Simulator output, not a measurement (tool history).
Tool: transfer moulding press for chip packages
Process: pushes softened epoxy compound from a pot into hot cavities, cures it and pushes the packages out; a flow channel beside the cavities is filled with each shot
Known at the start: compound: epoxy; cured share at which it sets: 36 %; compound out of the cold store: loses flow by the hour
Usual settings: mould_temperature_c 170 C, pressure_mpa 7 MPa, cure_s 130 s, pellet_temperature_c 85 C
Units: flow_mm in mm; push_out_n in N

run	hour	mould_temperature_c	pressure_mpa	cure_s	pellet_temperature_c	incoming compound's hours out of the cold store	flow_mm	push_out_n
1	0	170	7	130	85	30.1	772	365
2	46.7	170	8.41	130	85	45.3	770	450
# hour 57.1: cavities cleaned with cleaning compound and waxed
3	71.8	170	8.41	130	85	39.4	797	293
4	118.5	170	8.41	130	85	38.9	787	417
# hour 155.9: cavities cleaned with cleaning compound and waxed
5	162.2	170	8.76	130	85	25.5	853	270
6	203.6	170	8.76	130	85	43.6	781	387
7	225.9	178	7	130	85	41.4	669	414
# hour 254.7: cavities cleaned with cleaning compound and waxed
8	258.6	178	7	130	85	47.4	646	238
9	278.2	170	7	126	85	35.9	713	334
10	325.2	170	7	126	85	17	785	451
# hour 331: plunger's sealing rings changed
# hour 356.5: cavities cleaned with cleaning compound and waxed
11	375.1	170	7	126	85	42.5	770	302
12	407.5	170	7	126	85	32.3	807	383
13	450.5	170	7	126	85	39.9	773	465
# hour 456.3: cavities cleaned with cleaning compound and waxed
14	484.4	170	7	126	85	28.2	816	357
15	523.3	167	6.3	137	76	13.9	839	455
# hour 556.8: cavities cleaned with cleaning compound and waxed
16	571.4	163	7.28	123	89	22.9	870	470
# hour 575.9: mould's thermocouples calibrated
17	607.2	163	7.28	123	89	18.3	882	614
18	653.4	163	7.28	123	89	22.3	875	728
# hour 657.9: cavities cleaned with cleaning compound and waxed
19	699.4	170	7.25	130	90	25.8	791	379
20	730	170	7.32	130	85	28.1	795	437
# hour 757.2: cavities cleaned with cleaning compound and waxed
21	766.7	170	7.32	130	85	16.3	837	270
22	788	170	7	130	80	44.1	716	348

The next listed run, before its measurement:
# hour 802.7: mould's thermocouples calibrated, once more
23	812.6	173	7	130	83	31.4	?	?

Run 23 gave flow_mm 735 mm, push_out_n 368 N.
Without the tool's hidden state the same run would have given flow_mm 798 mm, push_out_n 211 N.
